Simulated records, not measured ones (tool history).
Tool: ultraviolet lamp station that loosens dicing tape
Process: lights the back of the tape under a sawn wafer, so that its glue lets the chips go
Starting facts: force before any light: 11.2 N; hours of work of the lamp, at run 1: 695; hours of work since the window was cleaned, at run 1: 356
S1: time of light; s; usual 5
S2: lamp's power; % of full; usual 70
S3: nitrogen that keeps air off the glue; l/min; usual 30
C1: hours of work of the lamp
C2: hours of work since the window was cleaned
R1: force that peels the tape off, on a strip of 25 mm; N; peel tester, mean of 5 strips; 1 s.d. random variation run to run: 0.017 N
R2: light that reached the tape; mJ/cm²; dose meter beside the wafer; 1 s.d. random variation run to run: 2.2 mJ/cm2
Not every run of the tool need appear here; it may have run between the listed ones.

Run 1, hour 0: usual settings; C1 695; C2 356. Result: R1 1.387 N, R2 158 mJ/cm².
Run 2, hour 16.5: usual settings but S2 80 % of full; C1 707; C2 368. Result: R1 1.057 N, R2 183 mJ/cm².
Run 3, hour 36.8: usual settings but S2 80 % of full; C1 721; C2 382. Result: R1 1.022 N, R2 179 mJ/cm².
Run 4, hour 59.7: usual settings but S2 80 % of full; C1 737; C2 398. Result: R1 1.101 N, R2 175 mJ/cm².
Run 5, hour 81.2: usual settings but S1 2 s; C1 752; C2 413. Result: R1 4.82 N, R2 64 mJ/cm².
Run 6, hour 93.8: usual settings but S1 2 s; C1 760; C2 422. Result: R1 4.804 N, R2 61 mJ/cm².
Run 7, hour 105.4: usual settings but S1 2 s; C1 768; C2 430. Result: R1 4.754 N, R2 61 mJ/cm².
Run 8, hour 128.8: usual settings but S1 2 s; C1 785; C2 446. Result: R1 4.892 N, R2 60 mJ/cm².
Run 9, hour 143.9: usual settings but S1 2 s; C1 795; C2 456. Result: R1 4.808 N, R2 60 mJ/cm².
Run 10, hour 168.6: usual settings; C1 812; C2 473. Result: R1 1.501 N, R2 152 mJ/cm².
Run 11, hour 189.7: usual settings; C1 827; C2 488. Result: R1 1.594 N, R2 147 mJ/cm².
Run 12, hour 215.8: usual settings; C1 845; C2 506. Result: R1 1.558 N, R2 149 mJ/cm².
Run 13, hour 242.6: usual settings; C1 864; C2 525. Result: R1 1.556 N, R2 146 mJ/cm².
Run 14, hour 255.4: usual settings but S1 10 s; C1 872; C2 534. Result: R1 0.343 N, R2 292 mJ/cm².
Run 15, hour 277.5: usual settings but S1 10 s; C1 888; C2 549. Result: R1 0.351 N, R2 291 mJ/cm².
At hour 279.7: window cleaned of glue's vapour.
Run 16, hour 302.3: usual settings; C1 905; C2 16. Result: R1 1.753 N, R2 136 mJ/cm².
Run 17, hour 323.2: usual settings; C1 919; C2 30. Result: R1 1.862 N, R2 135 mJ/cm².
Run 18, hour 338: usual settings; C1 929; C2 40. Result: R1 1.79 N, R2 134 mJ/cm².
Run 19, hour 356.1: usual settings; C1 942; C2 53. Result: R1 1.836 N, R2 136 mJ/cm².
Run 20, hour 368.9: usual settings; C1 951; C2 62. Result: R1 1.926 N, R2 132 mJ/cm².
At hour 372: window cleaned of glue's vapour, once more.
Run 21, hour 394.9: usual settings; C1 968; C2 16. Result: R1 1.372 N, R2 160 mJ/cm².
Run 22, hour 407.9: usual settings but S1 4 s, S2 87 % of full, S3 14 l/min; C1 977; C2 25. Result: R1 2.223 N, R2 154 mJ/cm².
Run 23, hour 434.4: usual settings but S1 4 s, S2 67 % of full, S3 14 l/min; C1 996; C2 43. Result: R1 3.234 N, R2 123 mJ/cm².
Run 24, hour 455.2: usual settings but S1 4 s, S2 93 % of full, S3 29 l/min; C1 1010; C2 58. Result: R1 1.316 N, R2 168 mJ/cm².
Run 25, hour 471.3: usual settings but S1 9 s, S2 62 % of full, S3 36 l/min; C1 1021; C2 69. Result: R1 0.43 N, R2 249 mJ/cm².
Run 26, hour 488.9: usual settings but S1 2 s, S2 87 % of full, S3 16 l/min; C1 1034; C2 81. Result: R1 4.861 N, R2 76 mJ/cm².
Run 27, hour 505.1: usual settings but S1 2 s, S2 87 % of full, S3 16 l/min; C1 1045; C2 92. Result: R1 4.979 N, R2 76 mJ/cm².
Run 28, hour 520.7: usual settings but S1 3 s; C1 1056; C2 103. Result: R1 3.256 N, R2 91 mJ/cm².
Run 29, hour 540.5: usual settings but S1 3 s; C1 1069; C2 117. Result: R1 3.355 N, R2 93 mJ/cm².
Run 30, hour 558.2: usual settings but S1 4 s, S2 61 % of full, S3 14 l/min; C1 1082; C2 129. Result: R1 3.875 N, R2 105 mJ/cm².
At hour 570.1: lamp changed.
Run 31, hour 577.9: usual settings but S1 3 s, S2 62 % of full, S3 34 l/min; C1 5; C2 142. Result: R1 2.691 N, R2 98 mJ/cm².
Run 32, hour 592: usual settings but S1 3 s, S2 80 % of full, S3 14 l/min; C1 15; C2 152. Result: R1 3.005 N, R2 137 mJ/cm².
Run 33, hour 605.8: usual settings but S1 3 s, S2 80 % of full, S3 14 l/min; C1 25; C2 161. Result: R1 2.954 N, R2 132 mJ/cm².
Run 34, hour 623.5: usual settings but S1 7 s, S2 96 % of full, S3 51 l/min; C1 37; C2 174. Result: R1 0.183 N, R2 366 mJ/cm².
Run 35, hour 650.6: usual settings but S1 4 s, S2 64 % of full; C1 56; C2 192. Result: R1 1.753 N, R2 137 mJ/cm².
Run 36, hour 671.8: usual settings but S1 8 s, S2 96 % of full, S3 47 l/min; C1 71; C2 207. Result: R1 0.166 N, R2 416 mJ/cm².
Run 37, hour 697.1: usual settings but S3 19 l/min; C1 88; C2 225. Result: R1 1.35 N, R2 187 mJ/cm².
Run 38, hour 722.7: usual settings but S3 19 l/min; C1 106; C2 242. Result: R1 1.386 N, R2 183 mJ/cm².
Run 39, hour 749: usual settings but S2 61 % of full, S3 38 l/min; C1 124; C2 261. Result: R1 1.104 N, R2 156 mJ/cm².
Run 40, hour 769: usual settings but S2 61 % of full, S3 38 l/min; C1 138; C2 275. Result: R1 1.148 N, R2 156 mJ/cm².

The next listed run, before its measurement:
Run 41, hour 792.4: usual settings but S2 92 % of full, S3 24 l/min; C1 154; C2 291. Result: R1 ?, R2 ?.

R1: 0.669 N
R2: 240 mJ/cm²
If the tool had no hidden condition, the same run with the same run-to-run variation would have returned R1 0.519 N, R2 267 mJ/cm².
